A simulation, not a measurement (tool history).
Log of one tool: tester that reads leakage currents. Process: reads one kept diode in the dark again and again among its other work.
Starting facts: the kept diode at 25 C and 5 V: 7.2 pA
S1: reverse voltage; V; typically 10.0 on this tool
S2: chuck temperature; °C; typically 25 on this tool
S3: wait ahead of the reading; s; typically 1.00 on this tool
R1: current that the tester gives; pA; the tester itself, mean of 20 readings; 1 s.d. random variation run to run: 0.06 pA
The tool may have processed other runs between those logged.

| run | hour | S1 | S2 | S3 | R1 |
|---|---|---|---|---|---|
| 1 | 0.0 | 10.0 | 25 | 1.00 | 19.57 |
| 2 | 107.2 | 10.0 | 25 | 1.00 | 20.09 |
| 3 | 308.7 | 10.0 | 34 | 1.00 | 31.93 |
| 4 | 481.6 | 7.9 | 34 | 1.00 | 28.81 |
| 5 | 622.2 | 7.9 | 34 | 1.00 | 29.33 |
| 6 | 827.3 | 7.9 | 34 | 1.00 | 30.46 |
| 7 | 985.5 | 10.0 | 36 | 1.00 | 39.33 |
| 8 | 1179.6 | 10.0 | 36 | 1.00 | 40.43 |
| 9 | 1392.3 | 10.0 | 33 | 1.00 | 36.29 |
| 10 | 1578.3 | 1.5 | 25 | 1.00 | 8.08 |
| 11 | 1743.4 | 1.5 | 25 | 1.00 | 8.09 |
| 12 | 1862.1 | 10.0 | 25 | 1.00 | 28.02 |
| 13 | 2042.0 | 10.0 | 25 | 1.00 | 29.02 |
| 14 | 2220.0 | 1.1 | 27 | 0.74 | 8.19 |
|  | 2239.8 | tester calibrated |
|  | 2334.8 | chuck's temperature calibrated |
| 15 | 2454.3 | 10.0 | 54 | 9.13 | 113.98 |
| 16 | 2616.1 | 10.0 | 54 | 0.45 | 118.33 |
| 17 | 2742.2 | 10.0 | 54 | 0.45 | 119.35 |
| 18 | 2938.5 | 10.0 | 54 | 0.45 | 121.53 |
|  | 3102.3 | tester calibrated, once more |
| 19 | 3102.3 | 10.0 | 25 | 2.41 | 31.73 |
| 20 | 3334.2 | 6.2 | 22 | 1.73 | 20.90 |
| 21 | 3492.5 | 2.8 | 22 | 1.73 | 11.56 |
| 22 | 3723.0 | 2.8 | 22 | 1.73 | 11.87 |
| 23 | 3895.9 | 10.0 | 29 | 1.88 | 39.59 |

Each run again, without the hidden state but with its own random variation kept:
Hidden conditions of the tool in this case: stray current of the dirty probe card, pA a volt; current scale over the true one, %; true chuck temperature over the reading, C; drift of the gauge itself on leakage_pa, %.
| run | R1 |
|---|---|
| 1 | 10.81 |
| 2 | 10.78 |
| 3 | 21.48 |
| 4 | 19.68 |
| 5 | 19.63 |
| 6 | 19.80 |
| 7 | 25.10 |
| 8 | 25.12 |
| 9 | 20.17 |
| 10 | 5.27 |
| 11 | 5.13 |
| 12 | 10.72 |
| 13 | 10.84 |
| 14 | 5.48 |
| 15 | 97.21 |
| 16 | 100.27 |
| 17 | 100.16 |
| 18 | 100.64 |
| 19 | 9.92 |
| 20 | 6.68 |
| 21 | 4.85 |
| 22 | 4.81 |
| 23 | 14.04 |

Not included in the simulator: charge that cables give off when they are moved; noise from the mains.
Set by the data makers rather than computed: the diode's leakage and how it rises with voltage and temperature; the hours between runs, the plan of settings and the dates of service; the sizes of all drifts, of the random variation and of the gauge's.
